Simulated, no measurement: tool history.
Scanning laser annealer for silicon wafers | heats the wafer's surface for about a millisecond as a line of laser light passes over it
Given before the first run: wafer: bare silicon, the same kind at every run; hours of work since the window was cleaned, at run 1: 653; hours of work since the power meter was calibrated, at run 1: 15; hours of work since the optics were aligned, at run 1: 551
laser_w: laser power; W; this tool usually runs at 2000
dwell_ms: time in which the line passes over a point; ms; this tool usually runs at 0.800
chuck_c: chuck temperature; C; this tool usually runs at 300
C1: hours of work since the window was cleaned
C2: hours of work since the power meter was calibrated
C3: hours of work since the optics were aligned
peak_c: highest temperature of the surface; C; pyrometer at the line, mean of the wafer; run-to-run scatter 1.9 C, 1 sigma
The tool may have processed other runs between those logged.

run 1 hour=0.0 | laser_w=2000 dwell_ms=0.800 chuck_c=300 | C1=653 C2=15 C3=551 | peak_c=1079
run 2 hour=15.3 | laser_w=2000 dwell_ms=0.800 chuck_c=299 | C1=662 C2=25 C3=561 | peak_c=1079
run 3 hour=34.4 | laser_w=2000 dwell_ms=0.800 chuck_c=277 | C1=674 C2=36 C3=572 | peak_c=1058
run 4 hour=49.7 | laser_w=2000 dwell_ms=0.800 chuck_c=277 | C1=683 C2=45 C3=581 | peak_c=1056
run 5 hour=58.7 | laser_w=2000 dwell_ms=0.800 chuck_c=277 | C1=688 C2=50 C3=586 | peak_c=1057
run 6 hour=75.1 | laser_w=2000 dwell_ms=0.644 chuck_c=300 | C1=698 C2=60 C3=596 | peak_c=1000
run 7 hour=88.7 | laser_w=2000 dwell_ms=0.788 chuck_c=300 | C1=706 C2=68 C3=604 | peak_c=1078
run 8 hour=97.5 | laser_w=2000 dwell_ms=0.800 chuck_c=300 | C1=711 C2=74 C3=610 | peak_c=1081
run 9 hour=108.6 | laser_w=2000 dwell_ms=0.800 chuck_c=300 | C1=718 C2=80 C3=616 | peak_c=1082
run 10 hour=123.3 | laser_w=2000 dwell_ms=0.800 chuck_c=300 | C1=726 C2=89 C3=625 | peak_c=1079
-- hour=133.6 window over the wafer cleaned
run 11 hour=141.9 | laser_w=1772 dwell_ms=0.800 chuck_c=300 | C1=5 C2=99 C3=635 | peak_c=990
run 12 hour=159.5 | laser_w=1869 dwell_ms=0.800 chuck_c=300 | C1=15 C2=109 C3=645 | peak_c=1031
run 13 hour=171.5 | laser_w=1869 dwell_ms=0.800 chuck_c=300 | C1=23 C2=116 C3=652 | peak_c=1032
run 14 hour=190.7 | laser_w=1869 dwell_ms=0.800 chuck_c=300 | C1=34 C2=128 C3=664 | peak_c=1032
run 15 hour=211.4 | laser_w=1780 dwell_ms=0.800 chuck_c=300 | C1=46 C2=140 C3=676 | peak_c=997
run 16 hour=228.1 | laser_w=1780 dwell_ms=0.800 chuck_c=300 | C1=56 C2=150 C3=686 | peak_c=997
run 17 hour=241.2 | laser_w=1795 dwell_ms=0.800 chuck_c=300 | C1=64 C2=158 C3=694 | peak_c=1000
run 18 hour=260.8 | laser_w=1973 dwell_ms=0.800 chuck_c=300 | C1=76 C2=170 C3=706 | peak_c=1071
run 19 hour=271.5 | laser_w=1973 dwell_ms=0.800 chuck_c=300 | C1=82 C2=176 C3=712 | peak_c=1071
run 20 hour=280.8 | laser_w=2000 dwell_ms=0.679 chuck_c=300 | C1=88 C2=182 C3=717 | peak_c=1022
run 21 hour=295.4 | laser_w=2000 dwell_ms=0.679 chuck_c=300 | C1=96 C2=190 C3=726 | peak_c=1017
run 22 hour=311.3 | laser_w=1704 dwell_ms=0.644 chuck_c=314 | C1=106 C2=200 C3=736 | peak_c=915
run 23 hour=328.9 | laser_w=1704 dwell_ms=0.644 chuck_c=314 | C1=116 C2=210 C3=746 | peak_c=914
run 24 hour=346.5 | laser_w=1749 dwell_ms=0.628 chuck_c=333 | C1=127 C2=221 C3=757 | peak_c=940
run 25 hour=361.4 | laser_w=1928 dwell_ms=0.885 chuck_c=333 | C1=136 C2=230 C3=766 | peak_c=1125
run 26 hour=375.8 | laser_w=2000 dwell_ms=0.687 chuck_c=284 | C1=144 C2=238 C3=774 | peak_c=1007

Predict the results of run 27:
run 27 hour=395.3 | laser_w=1773 dwell_ms=0.796 chuck_c=290 | C1=156 C2=250 C3=786 | peak_c=?

Run 27 gave peak_c 980 C.
Take away the tool's hidden state, keep the run-to-run variation as it was, and the same run would have given peak_c 981 C.
